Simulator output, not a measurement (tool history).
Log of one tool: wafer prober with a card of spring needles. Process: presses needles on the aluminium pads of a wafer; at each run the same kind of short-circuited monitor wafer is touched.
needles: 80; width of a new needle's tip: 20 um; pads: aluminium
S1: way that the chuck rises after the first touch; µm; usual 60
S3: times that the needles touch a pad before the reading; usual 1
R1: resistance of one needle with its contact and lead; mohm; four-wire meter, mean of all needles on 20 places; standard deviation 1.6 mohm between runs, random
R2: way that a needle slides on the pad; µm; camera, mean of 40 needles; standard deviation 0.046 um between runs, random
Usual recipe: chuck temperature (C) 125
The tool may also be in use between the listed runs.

Run 1, hour 0: usual settings. Result: R1 153 mohm, R2 14.74 µm.
Run 2, hour 6.7: usual settings. Result: R1 155 mohm, R2 14.71 µm.
At hour 14.8: tips cleaned on abrasive film.
Run 3, hour 17.2: usual settings. Result: R1 150 mohm, R2 14.84 µm.
Run 4, hour 24.6: usual settings but S3 2. Result: R1 147 mohm, R2 14.66 µm.
At hour 32.4: tips cleaned on abrasive film.
Run 5, hour 34.7: usual settings but S3 2. Result: R1 152 mohm, R2 14.68 µm.
Run 6, hour 44.4: usual settings. Result: R1 151 mohm, R2 14.76 µm.
At hour 49.5: tips cleaned on abrasive film.
Run 7, hour 52: usual settings. Result: R1 152 mohm, R2 14.63 µm.
Run 8, hour 59.4: usual settings. Result: R1 152 mohm, R2 14.68 µm.
Run 9, hour 65.2: usual settings. Result: R1 151 mohm, R2 14.72 µm.
At hour 66.4: tips cleaned on abrasive film.
Run 10, hour 74.8: usual settings. Result: R1 155 mohm, R2 14.57 µm.
At hour 83.3: tips cleaned on abrasive film.
Run 11, hour 83.9: usual settings. Result: R1 152 mohm, R2 14.61 µm.
Run 12, hour 91.2: usual settings but S1 67 µm. Result: R1 149 mohm, R2 16.38 µm.
Run 13, hour 96.1: usual settings but S1 63 µm, chuck temperature (C) 28. Result: R1 137 mohm, R2 15.32 µm.
At hour 100.1: tips cleaned on abrasive film.
Run 14, hour 103.6: usual settings but S1 65 µm, chuck temperature (C) 34, S3 3. Result: R1 136 mohm, R2 15.86 µm.
Run 15, hour 112.9: usual settings but S1 55 µm, chuck temperature (C) 34, S3 3. Result: R1 139 mohm, R2 13.44 µm.
At hour 116.9: tips cleaned on abrasive film.
Run 16, hour 121.6: usual settings but S1 68 µm, chuck temperature (C) 52, S3 3. Result: R1 141 mohm, R2 16.61 µm.

What does the tool deliver on the next run?
Run 17, hour 130.3: usual settings but S1 68 µm, chuck temperature (C) 52, S3 3. Result: R1 ?, R2 ?.

{"run 17": {"R1": 140, "R2": 16.66}}
The same run, on a tool lacking any hidden state, would have yielded R1 140 mohm, R2 16.8 µm.

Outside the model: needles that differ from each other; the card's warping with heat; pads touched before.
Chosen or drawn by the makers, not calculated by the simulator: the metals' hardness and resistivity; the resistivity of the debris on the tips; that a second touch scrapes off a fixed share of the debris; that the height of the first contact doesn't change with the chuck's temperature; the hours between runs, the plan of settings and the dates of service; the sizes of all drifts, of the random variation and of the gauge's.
